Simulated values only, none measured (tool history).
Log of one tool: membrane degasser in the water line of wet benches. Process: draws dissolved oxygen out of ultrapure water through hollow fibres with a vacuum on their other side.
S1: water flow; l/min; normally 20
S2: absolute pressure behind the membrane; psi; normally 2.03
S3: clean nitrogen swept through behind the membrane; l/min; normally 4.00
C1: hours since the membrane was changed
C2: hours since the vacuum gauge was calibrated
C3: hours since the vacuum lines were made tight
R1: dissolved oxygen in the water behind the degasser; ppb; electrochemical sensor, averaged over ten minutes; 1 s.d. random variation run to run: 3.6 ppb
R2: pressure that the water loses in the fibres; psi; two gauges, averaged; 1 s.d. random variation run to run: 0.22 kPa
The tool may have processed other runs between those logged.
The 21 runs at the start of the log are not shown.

run,hour,S1,S2,S3,C1,C2,C3,R1,R2
22,5207.7,32,2.03,4.00,4204,1244,3957,832.4,12.991
23,5513.3,13,3.45,3.93,4510,1550,4263,254.7,5.332
24,5789.8,15,2.03,3.80,4787,1826,4539,241.8,6.170
25,5979.3,15,2.03,3.80,4976,2016,4729,242.8,6.138
26,6287.1,13,2.03,2.70,5284,2324,5036,224.1,5.319
27,6499.7,20,3.34,2.11,5496,2536,5249,685.6,8.276
28,6644.4,20,3.34,5.42,5641,2681,5394,450.1,8.270
29,6958.6,20,2.03,8.74,5955,2995,5708,336.9,8.319
30,7202.0,15,2.90,5.34,6199,3239,5951,257.4,6.269
31,7357.3,18,1.51,7.27,6354,3394,6107,267.3,7.522
# hour 7560.7: vacuum gauge calibrated
32,7671.1,14,1.46,7.27,6667,110,6420,150.1,5.826

3 options for the next run, each taken on its own from the tool as it stands now. Forecast them:
A,7872.4,13,2.20,2.21,6869,312,6621,?,?
B,7872.4,20,1.55,4.00,6869,312,6621,?,?
C,7872.4,20,1.96,7.02,6869,312,6621,?,?

run,R1,R2
A,269.9,5.422
B,380.3,8.328
C,357.2,8.276
With no hidden state in the tool, these same runs would have given:
run,R1,R2
A,240.3,5.115
B,325.7,7.857
C,303.7,7.806
